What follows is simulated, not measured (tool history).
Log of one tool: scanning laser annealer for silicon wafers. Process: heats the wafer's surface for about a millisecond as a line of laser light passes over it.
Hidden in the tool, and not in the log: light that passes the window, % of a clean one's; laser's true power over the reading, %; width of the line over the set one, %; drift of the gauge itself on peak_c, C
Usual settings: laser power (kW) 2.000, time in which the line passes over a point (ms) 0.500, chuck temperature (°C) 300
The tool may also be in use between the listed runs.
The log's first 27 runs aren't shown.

| run | hour | laser power (kW) | time in which the line passes over a point (ms) | chuck temperature (°C) | hours of work since the window was cleaned | hours of work since the power meter was calibrated | hours of work since the optics were aligned | highest temperature of the surface (°C) |
|---|---|---|---|---|---|---|---|---|
| 28 | 257.4 | 2.097 | 0.603 | 300 | 346 | 227 | 727 | 1257 |
| 29 | 264.3 | 2.097 | 0.355 | 300 | 350 | 232 | 731 | 1023 |
| 30 | 276.7 | 2.000 | 0.500 | 287 | 359 | 240 | 739 | 1109 |
| 31 | 285.1 | 2.000 | 0.500 | 287 | 364 | 245 | 745 | 1114 |
| 32 | 294.6 | 2.000 | 0.500 | 287 | 370 | 251 | 751 | 1117 |
| 33 | 302.6 | 2.000 | 0.500 | 287 | 375 | 256 | 756 | 1111 |
| 34 | 311.9 | 1.733 | 0.500 | 300 | 381 | 262 | 762 | 1009 |
| 35 | 322.0 | 2.104 | 0.435 | 327 | 388 | 269 | 769 | 1139 |
| 36 | 327.8 | 2.104 | 0.497 | 274 | 392 | 273 | 772 | 1141 |
| 37 | 337.0 | 2.104 | 0.497 | 274 | 398 | 279 | 778 | 1140 |
| 38 | 343.4 | 2.000 | 0.423 | 292 | 402 | 283 | 783 | 1046 |
| 39 | 350.7 | 2.087 | 0.500 | 334 | 407 | 288 | 787 | 1193 |
| 40 | 362.0 | 1.794 | 0.540 | 263 | 414 | 295 | 795 | 1029 |

Forecast each of these 5 alternatives for the next run:
| A | 369.5 | 2.000 | 0.534 | 300 | 419 | 300 | 800 | ? |
| B | 369.5 | 2.000 | 0.500 | 291 | 419 | 300 | 800 | ? |
| C | 369.5 | 1.794 | 0.532 | 263 | 419 | 300 | 800 | ? |
| D | 369.5 | 1.806 | 0.585 | 263 | 419 | 300 | 800 | ? |
| E | 369.5 | 1.736 | 0.568 | 317 | 419 | 300 | 800 | ? |

| run | highest temperature of the surface (°C) |
|---|---|
| A | 1151 |
| B | 1115 |
| C | 1024 |
| D | 1065 |
| E | 1077 |
Without the tool's hidden state the same runs would have given:
| run | highest temperature of the surface (°C) |
|---|---|
| A | 1176 |
| B | 1138 |
| C | 1046 |
| D | 1088 |
| E | 1099 |
